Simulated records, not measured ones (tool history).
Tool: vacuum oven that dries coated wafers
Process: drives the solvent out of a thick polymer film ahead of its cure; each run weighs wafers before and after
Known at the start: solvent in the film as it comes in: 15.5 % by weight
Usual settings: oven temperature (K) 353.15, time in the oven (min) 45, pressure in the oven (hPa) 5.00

Run 1, hour 0.0: usual settings. Result: solvent left in the film (%) 1.30.
Run 2, hour 11.6: usual settings. Result: solvent left in the film (%) 1.28.
Run 3, hour 19.4: usual settings. Result: solvent left in the film (%) 1.27.
Run 4, hour 26.7: usual settings but pressure in the oven (hPa) 4.08. Result: solvent left in the film (%) 1.25.
Run 5, hour 34.8: usual settings but pressure in the oven (hPa) 4.08. Result: solvent left in the film (%) 1.24.
Run 6, hour 46.3: usual settings but pressure in the oven (hPa) 4.08. Result: solvent left in the film (%) 1.25.
Run 7, hour 51.7: usual settings but pressure in the oven (hPa) 15.50. Result: solvent left in the film (%) 1.68.
Run 8, hour 57.4: usual settings but oven temperature (K) 341.15, time in the oven (min) 27. Result: solvent left in the film (%) 5.79.
Run 9, hour 66.4: usual settings but oven temperature (K) 344.15, time in the oven (min) 52, pressure in the oven (hPa) 5.01. Result: solvent left in the film (%) 2.34.
Run 10, hour 75.2: usual settings but oven temperature (K) 344.15, time in the oven (min) 52, pressure in the oven (hPa) 5.01. Result: solvent left in the film (%) 2.30.
Run 11, hour 80.9: usual settings but oven temperature (K) 345.15, time in the oven (min) 22. Result: solvent left in the film (%) 5.72.
Run 12, hour 86.7: usual settings but oven temperature (K) 345.15, time in the oven (min) 48. Result: solvent left in the film (%) 2.43.
Run 13, hour 98.5: usual settings but oven temperature (K) 342.15, time in the oven (min) 65. Result: solvent left in the film (%) 1.94.

Hidden state or all else? Some run-to-run changes of solvent left in the film (%), split into what the settings, what came in and random variation would give without the hidden state, and what is left for the hidden state (with any gauge scatter that isn't in both results):
The hidden state here: true wafer temperature over the reading, C; true pressure over the reading, kPa; drift of the gauge itself on solvent_pct, %.
Run 7 -> 8: oven temperature (K) 353.15 -> 341.15, time in the oven (min) 45 -> 27, pressure in the oven (hPa) 15.50 -> 5.00. solvent left in the film (%) +4.11: hidden state -0.01, all else +4.12.
Run 10 -> 11: oven temperature (K) 344.15 -> 345.15, time in the oven (min) 52 -> 22, pressure in the oven (hPa) 5.01 -> 5.00. solvent left in the film (%) +3.42: hidden state -0.03, all else +3.45.
